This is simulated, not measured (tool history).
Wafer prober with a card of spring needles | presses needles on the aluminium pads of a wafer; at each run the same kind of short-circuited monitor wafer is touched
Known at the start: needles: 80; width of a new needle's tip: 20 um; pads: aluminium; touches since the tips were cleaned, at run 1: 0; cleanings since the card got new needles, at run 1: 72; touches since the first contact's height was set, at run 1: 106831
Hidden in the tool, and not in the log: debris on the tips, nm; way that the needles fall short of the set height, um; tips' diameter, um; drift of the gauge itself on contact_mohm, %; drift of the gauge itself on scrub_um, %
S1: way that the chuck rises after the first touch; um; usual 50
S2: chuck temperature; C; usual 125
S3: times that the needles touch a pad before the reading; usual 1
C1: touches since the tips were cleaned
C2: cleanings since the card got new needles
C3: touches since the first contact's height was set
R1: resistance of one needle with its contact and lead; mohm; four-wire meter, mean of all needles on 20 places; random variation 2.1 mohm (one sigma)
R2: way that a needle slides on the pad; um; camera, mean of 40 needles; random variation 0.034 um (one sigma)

run   hour  S1   S2  S3    C1  C2      C3   R1     R2
  1      0  50  125   1     0  72  106831  240  12.97
      14.6  -- tips cleaned on abrasive film
  2   16.4  50  125   1   858  73  114518  238  12.89
      28.1  -- tips cleaned on abrasive film
  3   33.4  50  125   1  2483  74  122477  237  12.91
      41.1  -- tips cleaned on abrasive film
      54.7  -- tips cleaned on abrasive film
  4   56.4  50  125   1   775  76  133213  236  12.91
        68  -- tips cleaned on abrasive film
  5     68  50  125   1     0  77  138636  234  12.89
  6   78.7  50  125   1  5073  77  143709  235  12.84
      82.6  -- tips cleaned on abrasive film
      96.3  -- tips cleaned on abrasive film
  7   96.6  50  125   1   159  79  152057  237  12.87
     109.1  -- tips cleaned on abrasive film
  8  116.4  50  125   1  3432  80  161315  236  12.89
     122.7  -- tips cleaned on abrasive film
  9  133.4  50  125   1  5032  81  169274  239   12.8
     135.7  -- tips cleaned on abrasive film
 10  147.6  50  125   1  5574  82  175922  239   12.8
     150.1  -- tips cleaned on abrasive film
 11  162.7  50  125   1  5950  83  183034  238   12.8
     164.4  -- tips cleaned on abrasive film
 12  176.5  50  125   1  5704  84  189483  238  12.73
     178.1  -- tips cleaned on abrasive film
     184.6  -- height of the first contact set anew
     192.4  -- tips cleaned on abrasive film
 13  200.3  50  125   1  3701  86    7339  238  12.72
     206.4  -- tips cleaned on abrasive film
     219.9  -- tips cleaned on abrasive film
 14  223.5  50  125   1  1703  88   18206  242  12.73
     233.4  -- tips cleaned on abrasive film
 15  238.7  50  125   1  2478  89   25295  238  12.74
       247  -- tips cleaned on abrasive film
 16  255.8  50  125   1  4123  90   33295  237   12.7
     260.1  -- tips cleaned on abrasive film
 17    270  42   36   1  4684  91   39967  221   10.6
     273.4  -- tips cleaned on abrasive film
     287.5  -- tips cleaned on abrasive film
 18  289.5  50   31   2   956  93   49066  214  12.61
     297.5  -- gauge calibrated
     301.5  -- tips cleaned on abrasive film
 19  301.6  49  125   2     3  94   54699  238  12.66

Forecast run 20:
     314.4  -- tips cleaned on abrasive film
 20  320.9  49  125   2  3048  95  63760   ?   ?

R1: 235 mohm
R2: 12.64 um
Without the tool's hidden state the same run would have given R1 234 mohm, R2 12.66 um.

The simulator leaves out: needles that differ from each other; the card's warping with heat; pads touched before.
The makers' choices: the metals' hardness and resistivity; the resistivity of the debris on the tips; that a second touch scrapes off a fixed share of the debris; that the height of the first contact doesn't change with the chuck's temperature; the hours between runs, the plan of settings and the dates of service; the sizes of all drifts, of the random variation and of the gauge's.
